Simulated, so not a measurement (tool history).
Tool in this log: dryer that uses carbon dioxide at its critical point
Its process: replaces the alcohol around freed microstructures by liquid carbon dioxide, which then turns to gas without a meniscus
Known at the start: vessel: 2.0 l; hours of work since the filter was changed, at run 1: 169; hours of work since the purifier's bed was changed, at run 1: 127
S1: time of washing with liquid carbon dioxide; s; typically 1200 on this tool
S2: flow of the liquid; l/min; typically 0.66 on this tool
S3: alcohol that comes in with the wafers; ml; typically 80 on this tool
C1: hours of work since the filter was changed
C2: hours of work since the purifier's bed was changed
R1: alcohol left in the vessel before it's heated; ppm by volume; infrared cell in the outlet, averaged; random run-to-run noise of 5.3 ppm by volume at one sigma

run 1 hour=0 | S1=1200 S2=0.66 S3=80 | C1=169 C2=127 | R1=168
run 2 hour=22.4 | S1=1200 S2=0.66 S3=80 | C1=176 C2=134 | R1=189
run 3 hour=34.2 | S1=1200 S2=0.66 S3=80 | C1=180 C2=137 | R1=181
run 4 hour=48.9 | S1=1200 S2=0.66 S3=80 | C1=184 C2=142 | R1=186
run 5 hour=71.8 | S1=1200 S2=0.66 S3=80 | C1=191 C2=149 | R1=183
run 6 hour=88.9 | S1=1200 S2=0.66 S3=80 | C1=197 C2=154 | R1=179
run 7 hour=100.2 | S1=1260 S2=0.66 S3=80 | C1=200 C2=157 | R1=148
run 8 hour=119.8 | S1=1260 S2=0.66 S3=80 | C1=206 C2=163 | R1=145
run 9 hour=142.2 | S1=1260 S2=0.66 S3=80 | C1=213 C2=170 | R1=148
run 10 hour=159.2 | S1=1260 S2=0.66 S3=80 | C1=218 C2=175 | R1=165
run 11 hour=174.4 | S1=1200 S2=0.66 S3=80 | C1=223 C2=180 | R1=191
run 12 hour=200.6 | S1=1200 S2=0.66 S3=80 | C1=231 C2=188 | R1=198
run 13 hour=218.4 | S1=1380 S2=0.66 S3=80 | C1=236 C2=193 | R1=105
run 14 hour=231.2 | S1=1200 S2=0.66 S3=80 | C1=240 C2=197 | R1=214
run 15 hour=253.4 | S1=1200 S2=0.66 S3=80 | C1=247 C2=204 | R1=204
run 16 hour=279.5 | S1=840 S2=0.66 S3=80 | C1=255 C2=212 | R1=936
run 17 hour=303.1 | S1=840 S2=0.66 S3=40 | C1=262 C2=219 | R1=479
run 18 hour=323.3 | S1=1200 S2=0.66 S3=80 | C1=268 C2=226 | R1=215
run 19 hour=343.1 | S1=1200 S2=0.66 S3=80 | C1=274 C2=232 | R1=216
run 20 hour=358.4 | S1=1200 S2=0.66 S3=80 | C1=279 C2=236 | R1=221
run 21 hour=379.6 | S1=1200 S2=0.66 S3=56 | C1=285 C2=243 | R1=154
run 22 hour=392.3 | S1=1200 S2=0.66 S3=56 | C1=289 C2=247 | R1=171
run 23 hour=407.2 | S1=1200 S2=0.66 S3=90 | C1=294 C2=251 | R1=261
run 24 hour=432.6 | S1=1200 S2=0.443 S3=90 | C1=302 C2=259 | R1=1392
run 25 hour=447.4 | S1=1200 S2=0.887 S3=80 | C1=306 C2=264 | R1=65
run 26 hour=466.1 | S1=1440 S2=0.797 S3=31 | C1=312 C2=269 | R1=47
run 27 hour=479.7 | S1=1440 S2=0.453 S3=31 | C1=316 C2=273 | R1=254
run 28 hour=504.9 | S1=1440 S2=0.808 S3=20 | C1=324 C2=281 | R1=41
run 29 hour=527 | S1=1440 S2=0.808 S3=20 | C1=331 C2=288 | R1=33
run 30 hour=544 | S1=1200 S2=0.577 S3=80 | C1=336 C2=293 | R1=459
run 31 hour=559.4 | S1=1200 S2=0.577 S3=80 | C1=340 C2=298 | R1=457
run 32 hour=586.8 | S1=1200 S2=0.577 S3=80 | C1=349 C2=306 | R1=464
run 33 hour=605.2 | S1=1500 S2=0.961 S3=22 | C1=354 C2=312 | R1=45
run 34 hour=625.5 | S1=1560 S2=0.826 S3=75 | C1=361 C2=318 | R1=57
run 35 hour=638.6 | S1=1560 S2=0.826 S3=75 | C1=365 C2=322 | R1=53
run 36 hour=654.8 | S1=1560 S2=0.942 S3=75 | C1=370 C2=327 | R1=52
run 37 hour=681.1 | S1=1560 S2=0.751 S3=21 | C1=378 C2=335 | R1=52
run 38 hour=695.8 | S1=1560 S2=0.751 S3=21 | C1=382 C2=340 | R1=54
run 39 hour=709.4 | S1=1560 S2=0.652 S3=63 | C1=386 C2=344 | R1=82
run 40 hour=725.4 | S1=1320 S2=0.926 S3=116 | C1=391 C2=349 | R1=70
run 41 hour=748.6 | S1=1740 S2=0.58 S3=42 | C1=398 C2=356 | R1=79
run 42 hour=773.3 | S1=960 S2=1.028 S3=30 | C1=406 C2=363 | R1=71
run 43 hour=799.6 | S1=1080 S2=0.66 S3=42 | C1=414 C2=371 | R1=244
run 44 hour=812.3 | S1=1200 S2=0.486 S3=80 | C1=418 C2=375 | R1=1057
run 45 hour=825.9 | S1=1200 S2=0.486 S3=80 | C1=422 C2=379 | R1=1049
run 46 hour=840.3 | S1=1200 S2=0.402 S3=80 | C1=426 C2=384 | R1=1965
run 47 hour=857.1 | S1=1140 S2=0.58 S3=52 | C1=432 C2=389 | R1=428

Pick out some run-to-run changes in R1. Of each, how much would a tool without hidden state show as well, from the settings, what came in and chance, and how much is left for the hidden state and any gauge scatter not in both results compared?
Unlogged tool condition in this case: flow that reaches the vessel past the clogged filter, %; alcohol in the recycled carbon dioxide, ppm; drift of the gauge itself on alcohol_ppm, %.
Run 23 -> 24: S2 0.66 -> 0.443. R1 +1131 ppm by volume: hidden state +321, all else +810.
Run 24 -> 25: S2 0.443 -> 0.887, S3 90 -> 80. R1 -1327 ppm by volume: hidden state -397, all else -930.
Run 43 -> 44: S1 1080 -> 1200, S2 0.66 -> 0.486, S3 42 -> 80. R1 +813 ppm by volume: hidden state +325, all else +488.
Run 46 -> 47: S1 1200 -> 1140, S2 0.402 -> 0.58, S3 80 -> 52. R1 -1537 ppm by volume: hidden state -513, all else -1024.

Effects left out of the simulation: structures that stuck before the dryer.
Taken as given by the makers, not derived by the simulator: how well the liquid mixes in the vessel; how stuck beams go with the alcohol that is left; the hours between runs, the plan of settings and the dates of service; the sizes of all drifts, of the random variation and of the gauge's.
